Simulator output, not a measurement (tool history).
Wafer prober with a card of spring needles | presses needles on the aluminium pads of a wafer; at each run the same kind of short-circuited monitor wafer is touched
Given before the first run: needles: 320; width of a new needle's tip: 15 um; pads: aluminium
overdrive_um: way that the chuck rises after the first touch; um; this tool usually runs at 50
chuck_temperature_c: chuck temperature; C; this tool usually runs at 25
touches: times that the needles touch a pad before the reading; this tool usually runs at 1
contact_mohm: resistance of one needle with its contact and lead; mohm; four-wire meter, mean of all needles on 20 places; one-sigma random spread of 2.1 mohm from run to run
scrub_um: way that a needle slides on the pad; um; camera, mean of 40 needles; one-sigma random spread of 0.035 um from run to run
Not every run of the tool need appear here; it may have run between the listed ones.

run,day,overdrive_um,chuck_temperature_c,touches,contact_mohm,scrub_um
1,0,50,25,1,345,13.16
# day 0.417: tips cleaned on abrasive film
# day 1.112: tips cleaned on abrasive film
# day 1.808: tips cleaned on abrasive film
2,1.971,50,25,1,319,13.1
# day 2.392: tips cleaned on abrasive film
# day 2.946: tips cleaned on abrasive film
# day 3.504: tips cleaned on abrasive film
# day 4.196: tips cleaned on abrasive film
# day 4.754: tips cleaned on abrasive film
# day 5.308: tips cleaned on abrasive film
3,5.583,50,25,1,364,12.96
# day 6: tips cleaned on abrasive film
# day 6.554: tips cleaned on abrasive film
# day 7.112: tips cleaned on abrasive film
# day 7.804: tips cleaned on abrasive film
# day 7.817: height of the first contact set anew
4,7.85,50,25,1,260,13.4
# day 8.404: tips cleaned on abrasive film
# day 9.1: tips cleaned on abrasive film
# day 9.654: tips cleaned on abrasive film
# day 10.212: tips cleaned on abrasive film
5,10.283,65,25,1,249,17.17
# day 10.838: tips cleaned on abrasive film
# day 11.396: tips cleaned on abrasive film
# day 11.95: tips cleaned on abrasive film
6,12.433,65,25,1,339,17.21
# day 12.575: tips cleaned on abrasive film
# day 13.271: tips cleaned on abrasive film
# day 13.825: tips cleaned on abrasive film
# day 14.383: tips cleaned on abrasive film
7,14.446,65,25,1,257,17.13
# day 15: tips cleaned on abrasive film
# day 15.554: tips cleaned on abrasive film
# day 16.25: tips cleaned on abrasive film
8,16.8,50,59,1,451,13.12
# day 16.942: tips cleaned on abrasive film
# day 17.5: tips cleaned on abrasive film
# day 18.192: tips cleaned on abrasive film
9,18.5,50,59,1,407,13.03
# day 18.779: tips cleaned on abrasive film
# day 19.338: tips cleaned on abrasive film
# day 20.033: tips cleaned on abrasive film
# day 20.588: tips cleaned on abrasive film
10,20.617,50,59,1,272,12.92
# day 20.767: height of the first contact set anew
# day 21.183: tips cleaned on abrasive film
# day 21.879: tips cleaned on abrasive film
# day 22.571: tips cleaned on abrasive film
# day 23.129: tips cleaned on abrasive film
11,23.575,50,59,1,425,13.22
# day 23.721: tips cleaned on abrasive film
# day 24.275: tips cleaned on abrasive film
# day 24.971: tips cleaned on abrasive film
# day 25.525: tips cleaned on abrasive film
# day 26.083: tips cleaned on abrasive film
# day 26.775: tips cleaned on abrasive film
12,26.896,50,59,1,310,13.19
# day 27.454: tips cleaned on abrasive film
# day 28.008: tips cleaned on abrasive film
# day 28.704: tips cleaned on abrasive film
# day 29.258: tips cleaned on abrasive film
13,29.646,50,97,2,350,13.03
# day 29.925: tips cleaned on abrasive film
# day 30.479: tips cleaned on abrasive film
# day 31.038: tips cleaned on abrasive film
# day 31.733: tips cleaned on abrasive film
# day 32.425: tips cleaned on abrasive film
# day 33.121: tips cleaned on abrasive film
14,33.512,50,97,2,363,13.03
# day 33.662: height of the first contact set anew
# day 33.804: tips cleaned on abrasive film
# day 34.362: tips cleaned on abrasive film
# day 34.917: tips cleaned on abrasive film
# day 35.475: tips cleaned on abrasive film
# day 36.171: tips cleaned on abrasive film
15,36.221,50,97,2,277,13.29
# day 36.775: tips cleaned on abrasive film
# day 37.333: tips cleaned on abrasive film
# day 37.888: tips cleaned on abrasive film
16,38.275,59,66,3,281,15.54
# day 38.558: tips cleaned on abrasive film
# day 39.112: tips cleaned on abrasive film
# day 39.808: tips cleaned on abrasive film
# day 40.362: tips cleaned on abrasive film
# day 41.058: tips cleaned on abrasive film
17,41.596,45,73,3,351,11.79
# day 41.738: tips cleaned on abrasive film
# day 42.296: tips cleaned on abrasive film
# day 42.85: tips cleaned on abrasive film
# day 43.546: tips cleaned on abrasive film
# day 44.238: tips cleaned on abrasive film
# day 44.933: tips cleaned on abrasive film
18,44.958,45,73,3,272,11.7
# day 45.517: tips cleaned on abrasive film
# day 46.071: tips cleaned on abrasive film
# day 46.5: height of the first contact set anew
# day 46.642: tips cleaned on abrasive film
19,46.975,38,41,2,415,10.02
# day 47.258: tips cleaned on abrasive film
# day 47.812: tips cleaned on abrasive film
# day 48.371: tips cleaned on abrasive film
# day 48.925: tips cleaned on abrasive film
# day 49.483: tips cleaned on abrasive film
20,50.012,38,41,2,511,9.98
# day 50.154: tips cleaned on abrasive film
# day 50.712: tips cleaned on abrasive film
# day 51.267: tips cleaned on abrasive film
# day 51.962: tips cleaned on abrasive film
# day 52.517: tips cleaned on abrasive film
21,52.996,61,41,1,391,16.08
# day 53.138: tips cleaned on abrasive film
# day 53.696: tips cleaned on abrasive film
# day 54.25: tips cleaned on abrasive film
22,54.688,34,81,2,537,8.82
# day 54.829: tips cleaned on abrasive film
# day 55.525: tips cleaned on abrasive film
# day 56.217: tips cleaned on abrasive film
# day 56.775: tips cleaned on abrasive film
23,57,63,82,1,329,16.53
# day 57.417: tips cleaned on abrasive film
# day 57.975: tips cleaned on abrasive film
# day 58.529: tips cleaned on abrasive film
# day 59.088: tips cleaned on abrasive film
# day 59.375: height of the first contact set anew
# day 59.654: tips cleaned on abrasive film
# day 60.35: tips cleaned on abrasive film
24,60.55,43,82,3,296,11.41

Results for each run, recomputed without the tool's hidden state and with each run's random variation untouched:
Hidden state at play: debris on the tips, nm; way that the needles fall short of the set height, um; tips' diameter, um; drift of the gauge itself on contact_mohm, %; drift of the gauge itself on scrub_um, %.
run,contact_mohm,scrub_um
1,226,13.31
2,225,13.28
3,224,13.26
4,223,13.4
5,221,17.23
6,220,17.31
7,222,17.3
8,236,13.35
9,237,13.31
10,235,13.28
11,232,13.29
12,233,13.37
13,244,13.27
14,243,13.36
15,245,13.37
16,230,15.66
17,238,11.99
18,244,11.99
19,236,10.03
20,236,10.08
21,228,16.26
22,251,9.05
23,234,16.83
24,239,11.45
